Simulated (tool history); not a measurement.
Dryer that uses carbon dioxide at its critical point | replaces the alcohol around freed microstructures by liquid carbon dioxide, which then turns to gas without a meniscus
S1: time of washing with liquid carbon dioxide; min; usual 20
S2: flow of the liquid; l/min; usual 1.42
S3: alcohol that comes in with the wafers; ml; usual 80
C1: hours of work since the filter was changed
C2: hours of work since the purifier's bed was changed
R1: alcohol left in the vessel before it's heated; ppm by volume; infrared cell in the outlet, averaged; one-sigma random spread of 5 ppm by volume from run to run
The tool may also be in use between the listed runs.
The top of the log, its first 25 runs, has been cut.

run 26 hour=416.9 | S1=20 S2=1.42 S3=80 | C1=81 C2=420 | R1=193
run 27 hour=428.6 | S1=20 S2=1.13 S3=22 | C1=86 C2=425 | R1=203
run 28 hour=446.3 | S1=20 S2=1.42 S3=80 | C1=94 C2=432 | R1=208
run 29 hour=461.0 | S1=20 S2=1.42 S3=80 | C1=101 C2=439 | R1=209
run 30 hour=477.6 | S1=18 S2=1.93 S3=104 | C1=108 C2=446 | R1=185
run 31 hour=492.2 | S1=18 S2=1.93 S3=104 | C1=114 C2=453 | R1=184
run 32 hour=503.7 | S1=28 S2=1.60 S3=101 | C1=119 C2=458 | R1=185
run 33 hour=524.4 | S1=19 S2=1.60 S3=30 | C1=128 C2=467 | R1=193
run 34 hour=538.2 | S1=20 S2=1.21 S3=28 | C1=134 C2=473 | R1=216
run 35 hour=557.1 | S1=16 S2=1.16 S3=28 | C1=143 C2=481 | R1=293
run 36 hour=570.8 | S1=14 S2=0.87 S3=28 | C1=149 C2=487 | R1=620
run 37 hour=591.4 | S1=18 S2=1.88 S3=38 | C1=158 C2=496 | R1=210
run 38 hour=609.8 | S1=19 S2=1.42 S3=46 | C1=166 C2=504 | R1=240
run 39 hour=631.1 | S1=27 S2=1.66 S3=80 | C1=175 C2=514 | R1=202
run 40 hour=652.8 | S1=27 S2=1.66 S3=80 | C1=185 C2=523 | R1=211
run 41 hour=671.8 | S1=13 S2=2.41 S3=43 | C1=193 C2=531 | R1=252
run 42 hour=686.9 | S1=26 S2=2.04 S3=83 | C1=200 C2=538 | R1=216
run 43 hour=706.0 | S1=27 S2=2.22 S3=65 | C1=208 C2=546 | R1=232
run 44 hour=725.0 | S1=27 S2=2.22 S3=65 | C1=216 C2=555 | R1=221
run 45 hour=742.4 | S1=27 S2=2.18 S3=95 | C1=224 C2=562 | R1=229
run 46 hour=751.9 | S1=27 S2=1.38 S3=42 | C1=228 C2=566 | R1=232
run 47 hour=766.8 | S1=27 S2=1.38 S3=42 | C1=235 C2=573 | R1=227

Predict each of these 3 candidate next runs independently; none follows another, all start after run 47:
-- hour=782.1 inlet filter changed
run A hour=782.1 | S1=27 S2=1.89 S3=42 | C1=0 C2=579 | R1=?
-- hour=782.1 inlet filter changed
run B hour=782.1 | S1=27 S2=1.06 S3=42 | C1=0 C2=579 | R1=?
-- hour=782.1 inlet filter changed
run C hour=782.1 | S1=20 S2=1.10 S3=86 | C1=0 C2=579 | R1=?

run=A R1=247
run=B R1=241
run=C R1=326
With no hidden state in the tool, these same runs would have given:
run=A R1=14
run=B R1=9
run=C R1=103
